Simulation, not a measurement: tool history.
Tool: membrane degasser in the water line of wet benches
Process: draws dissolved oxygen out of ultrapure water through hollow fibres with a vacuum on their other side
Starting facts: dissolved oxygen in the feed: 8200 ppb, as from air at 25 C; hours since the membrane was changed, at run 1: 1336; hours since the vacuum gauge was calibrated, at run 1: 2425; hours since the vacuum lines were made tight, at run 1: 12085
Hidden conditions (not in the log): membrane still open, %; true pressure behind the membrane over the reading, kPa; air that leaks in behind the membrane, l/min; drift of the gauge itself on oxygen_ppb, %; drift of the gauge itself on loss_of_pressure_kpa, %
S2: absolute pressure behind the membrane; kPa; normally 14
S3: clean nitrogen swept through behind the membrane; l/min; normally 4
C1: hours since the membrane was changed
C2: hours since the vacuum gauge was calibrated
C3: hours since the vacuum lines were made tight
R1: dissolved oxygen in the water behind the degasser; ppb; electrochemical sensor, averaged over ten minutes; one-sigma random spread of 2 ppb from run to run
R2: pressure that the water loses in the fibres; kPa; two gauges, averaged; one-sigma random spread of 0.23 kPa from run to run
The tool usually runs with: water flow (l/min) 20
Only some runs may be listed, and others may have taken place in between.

run 1 hour=0 | water_flow_(l/min)=20 S2=14 S3=4 | C1=1336 C2=2425 C3=12085 | R1=192.4 R2=56.94
run 2 hour=48 | water_flow_(l/min)=20 S2=14 S3=4 | C1=1384 C2=2473 C3=12133 | R1=192.3 R2=56.73
run 3 hour=113.9 | water_flow_(l/min)=20 S2=14 S3=4 | C1=1450 C2=2538 C3=12199 | R1=197.2 R2=56.79
-- hour=141.4 seals of the vacuum lines changed
run 4 hour=168.3 | water_flow_(l/min)=20 S2=14 S3=4 | C1=1502 C2=2591 C3=27 | R1=194.8 R2=56.99
run 5 hour=218.5 | water_flow_(l/min)=20 S2=14 S3=4 | C1=1552 C2=2641 C3=77 | R1=195.1 R2=56.95
run 6 hour=291.4 | water_flow_(l/min)=20 S2=10.9 S3=4 | C1=1625 C2=2714 C3=150 | R1=158.5 R2=56.69
run 7 hour=363.7 | water_flow_(l/min)=20 S2=10.9 S3=4 | C1=1698 C2=2786 C3=222 | R1=157.7 R2=57.1
run 8 hour=404.6 | water_flow_(l/min)=20 S2=31.9 S3=4 | C1=1739 C2=2827 C3=263 | R1=399.8 R2=56.87
run 9 hour=489.6 | water_flow_(l/min)=20 S2=31.9 S3=4 | C1=1824 C2=2912 C3=348 | R1=396.4 R2=56.51
run 10 hour=578.4 | water_flow_(l/min)=20 S2=31.9 S3=4 | C1=1912 C2=3001 C3=437 | R1=390.6 R2=56.29
run 11 hour=632.3 | water_flow_(l/min)=20 S2=14 S3=4 | C1=1966 C2=3055 C3=491 | R1=198.3 R2=56.98
run 12 hour=701.3 | water_flow_(l/min)=20 S2=14 S3=4 | C1=2035 C2=3124 C3=560 | R1=195.6 R2=56.23
run 13 hour=774.9 | water_flow_(l/min)=20 S2=14 S3=4 | C1=2109 C2=3197 C3=634 | R1=193.6 R2=56.43
run 14 hour=851.6 | water_flow_(l/min)=20 S2=14 S3=4 | C1=2186 C2=3274 C3=710 | R1=193.8 R2=55.86
run 15 hour=940.8 | water_flow_(l/min)=20 S2=14 S3=4 | C1=2275 C2=3363 C3=799 | R1=191.6 R2=56.19
run 16 hour=1026 | water_flow_(l/min)=20 S2=14 S3=2.07 | C1=2360 C2=3449 C3=885 | R1=300.7 R2=56.12
run 17 hour=1107.5 | water_flow_(l/min)=20 S2=14 S3=2.07 | C1=2441 C2=3530 C3=966 | R1=306.3 R2=56.12
run 18 hour=1155.7 | water_flow_(l/min)=16 S2=15.7 S3=9.08 | C1=2490 C2=3578 C3=1014 | R1=85.1 R2=44.86
run 19 hour=1213.8 | water_flow_(l/min)=25 S2=18.9 S3=4 | C1=2548 C2=3636 C3=1072 | R1=349.9 R2=69.9
run 20 hour=1276.1 | water_flow_(l/min)=15 S2=21.2 S3=7.09 | C1=2610 C2=3699 C3=1135 | R1=120.1 R2=42.23
run 21 hour=1314.1 | water_flow_(l/min)=15 S2=21.2 S3=7.09 | C1=2648 C2=3737 C3=1173 | R1=119 R2=41.68
run 22 hour=1351.6 | water_flow_(l/min)=15 S2=21.2 S3=7.09 | C1=2686 C2=3774 C3=1210 | R1=119.1 R2=41.94
run 23 hour=1398.6 | water_flow_(l/min)=15 S2=9.1 S3=2.51 | C1=2733 C2=3821 C3=1257 | R1=108.8 R2=41.84
run 24 hour=1464.6 | water_flow_(l/min)=21 S2=14 S3=3.81 | C1=2799 C2=3887 C3=1323 | R1=216.2 R2=58.54
run 25 hour=1506.9 | water_flow_(l/min)=21 S2=14 S3=3.81 | C1=2841 C2=3929 C3=1366 | R1=218.3 R2=58.64
run 26 hour=1546.7 | water_flow_(l/min)=29 S2=26.4 S3=10.31 | C1=2881 C2=3969 C3=1405 | R1=338.2 R2=80.49
run 27 hour=1582.7 | water_flow_(l/min)=27 S2=27.5 S3=1.84 | C1=2917 C2=4005 C3=1441 | R1=881.9 R2=75.46
run 28 hour=1666 | water_flow_(l/min)=27 S2=27.5 S3=1.84 | C1=3000 C2=4089 C3=1525 | R1=872.3 R2=75.55
run 29 hour=1734.9 | water_flow_(l/min)=26 S2=17.2 S3=1.84 | C1=3069 C2=4157 C3=1594 | R1=555.3 R2=72.25
run 30 hour=1813.5 | water_flow_(l/min)=26 S2=17.2 S3=1.84 | C1=3147 C2=4236 C3=1672 | R1=552.2 R2=72.2
run 31 hour=1857.8 | water_flow_(l/min)=21 S2=32.7 S3=1.97 | C1=3192 C2=4280 C3=1716 | R1=752.1 R2=57.93
-- hour=1876.9 gauge calibrated
-- hour=1884.7 vacuum gauge calibrated
run 32 hour=1894.9 | water_flow_(l/min)=13 S2=32.7 S3=1.97 | C1=3228 C2=10 C3=1753 | R1=452.4 R2=36.98
run 33 hour=1970.3 | water_flow_(l/min)=13 S2=13 S3=1.97 | C1=3304 C2=86 C3=1828 | R1=166.9 R2=36.95

Branching from run 33: 3 alternative next runs. What would each branch give?
run A hour=2052.7 | water_flow_(l/min)=13 S2=8.8 S3=4.73 | C1=3386 C2=168 C3=1911 | R1=? R2=?
run B hour=2052.7 | water_flow_(l/min)=23 S2=31.6 S3=1.97 | C1=3386 C2=168 C3=1911 | R1=? R2=?
run C hour=2052.7 | water_flow_(l/min)=27 S2=9 S3=4 | C1=3386 C2=168 C3=1911 | R1=? R2=?

run=A R1=52.1 R2=36.67
run=B R1=792.5 R2=65.09
run=C R1=248 R2=76.49
Without the tool's hidden state the same runs would have given:
run=A R1=52.1 R2=36.74
run=B R1=792.3 R2=65.22
run=C R1=247.9 R2=76.63
